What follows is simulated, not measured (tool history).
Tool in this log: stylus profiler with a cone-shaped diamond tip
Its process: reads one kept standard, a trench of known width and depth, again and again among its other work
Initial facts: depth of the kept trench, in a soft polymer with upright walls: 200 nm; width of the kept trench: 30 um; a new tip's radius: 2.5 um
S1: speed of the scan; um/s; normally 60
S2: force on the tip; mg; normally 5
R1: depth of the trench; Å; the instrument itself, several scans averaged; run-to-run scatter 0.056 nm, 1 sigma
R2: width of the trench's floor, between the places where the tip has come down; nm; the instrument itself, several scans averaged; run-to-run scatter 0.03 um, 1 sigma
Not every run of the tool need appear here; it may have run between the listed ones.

run	hour	S1	S2	R1	R2
1	0	60	5	2037.1	27660
2	19.9	60	5	2037.2	27630
3	34.1	60	5	2037.3	27690
4	63.7	31	5	2037.2	27650
5	89.9	16	5	2037.9	27720
6	105.8	16	5	2037.5	27680
7	129.3	142	5	2037.6	27440
8	147.9	60	5	2038.6	27600
9	170.7	60	5	2038.2	27610
10	196.2	38	5	2038.1	27640
11	212.8	38	5	2038	27620
12	233.6	38	5	2037.4	27640
13	261.8	60	5	2038.1	27610
14	275.1	60	5	2037.4	27620
15	301.4	36	5	2038.6	27650
16	323.6	36	5	2036.9	27590
17	345.4	45	5	2037.4	27640
18	359.3	45	5	2038.3	27580
# hour 361.6: height scale calibrated on a step standard
19	378.9	60	5	2039.8	27550
20	403.5	60	2.04	2023.2	27350
21	432.1	60	2.04	2022.9	27480
22	461.5	60	2.04	2023.1	27510
23	487.4	95	2.04	2023.8	27330
24	506	95	2.04	2023.6	27330
# hour 508.2: height scale calibrated on a step standard, once more
25	526.7	95	2.04	2020.2	27360
26	541.3	71	7.42	2047.4	27510
27	569.7	60	2.05	2019.4	27440
28	586	60	2.05	2018.9	27450
29	604.7	60	2.78	2024.1	27450
30	634.5	138	9.6	2056.4	27390
31	647.9	138	9.6	2055.2	27330
32	670.8	138	2.89	2024.7	27200
33	699.8	138	2.89	2025.3	27170
34	723.2	131	3.82	2030.9	27240
35	739.3	31	5.05	2036.6	27500
36	766.5	16	3.07	2026.2	27490
37	781.8	58	6.14	2041	27450
38	795.7	58	6.14	2040.6	27470
39	821.4	58	6.14	2042	27450
40	837.8	16	9.54	2054.7	27460
41	863.6	16	13.63	2070.3	27520
42	882.3	37	1.89	2020.4	27400
43	908.6	18	3.13	2026.4	27510
44	922.8	18	3.13	2026.4	27470
45	952.2	37	2.77	2024.9	27400
46	975.9	37	2.77	2025	27430

Below are 3 alternative next runs, each starting from the tool's condition after run 46. Predict each:
A	1001.9	21	4.75	?	?
B	1001.9	210	10.24	?	?
C	1001.9	75	2.93	?	?

run	R1	R2
A	2035.2	27410
B	2058.2	27170
C	2025.6	27300
Had the tool no hidden state, the same runs would have come out as:
run	R1	R2
A	2034.5	27930
B	2057.5	27700
C	2024.9	27830

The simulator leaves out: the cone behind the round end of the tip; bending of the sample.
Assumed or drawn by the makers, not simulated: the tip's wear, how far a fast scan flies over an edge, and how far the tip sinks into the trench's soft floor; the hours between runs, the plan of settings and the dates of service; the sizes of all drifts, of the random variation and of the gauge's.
